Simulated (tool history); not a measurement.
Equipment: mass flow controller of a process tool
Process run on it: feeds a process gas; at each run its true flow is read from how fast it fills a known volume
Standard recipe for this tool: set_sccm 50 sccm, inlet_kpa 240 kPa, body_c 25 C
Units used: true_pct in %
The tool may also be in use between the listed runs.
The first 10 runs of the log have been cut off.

| run | hour | set_sccm | inlet_kpa | body_c | true_pct |
|---|---|---|---|---|---|
| 11 | 3250.3 | 50 | 258 | 25 | 100.03 |
| 12 | 3511 | 50 | 258 | 25 | 100.22 |
| 13 | 3942 | 50 | 258 | 25 | 100.18 |
| 14 | 4413.8 | 20 | 240 | 25 | 99.6 |
| 15 | 4645.5 | 20 | 240 | 25 | 99.69 |
|  | 4883.4 | controller exchanged for a calibrated one |
| 16 | 5102.4 | 50 | 240 | 39 | 99.76 |
| 17 | 5357.4 | 50 | 187 | 25 | 100.04 |
| 18 | 5710.1 | 100 | 182 | 25 | 101.02 |
| 19 | 6041.4 | 100 | 182 | 25 | 101.09 |
| 20 | 6308.6 | 100 | 182 | 36 | 100.59 |
| 21 | 6659.7 | 13 | 232 | 39 | 99.33 |
| 22 | 6904.1 | 46 | 232 | 30 | 100.32 |
| 23 | 7115.8 | 31 | 232 | 24 | 100.45 |
| 24 | 7386.2 | 31 | 232 | 24 | 100.44 |
| 25 | 7604 | 50 | 268 | 21 | 101.16 |
| 26 | 8075.9 | 50 | 268 | 21 | 101.29 |
| 27 | 8521.1 | 30 | 199 | 25 | 100.47 |
| 28 | 8975.7 | 63 | 199 | 25 | 101.1 |
| 29 | 9189.8 | 63 | 150 | 25 | 100.9 |
| 30 | 9660 | 63 | 150 | 25 | 101.04 |
| 31 | 9922.8 | 63 | 150 | 21 | 101.34 |
| 32 | 10210.6 | 27 | 240 | 25 | 100.91 |

Each row is a separate what-if for the run after 32, all from the same tool condition, not one after another. Results?
| A | 10492.3 | 58 | 264 | 25 | ? |
| B | 10492.3 | 50 | 240 | 35 | ? |
| C | 10492.3 | 74 | 198 | 36 | ? |
| D | 10492.3 | 17 | 237 | 22 | ? |
| E | 10492.3 | 71 | 228 | 21 | ? |

| run | true_pct |
|---|---|
| A | 101.62 |
| B | 101.11 |
| C | 101.18 |
| D | 101 |
| E | 101.86 |
Without the tool's hidden state the same runs would have given:
| run | true_pct |
|---|---|
| A | 99.45 |
| B | 98.95 |
| C | 99.03 |
| D | 98.86 |
| E | 99.69 |
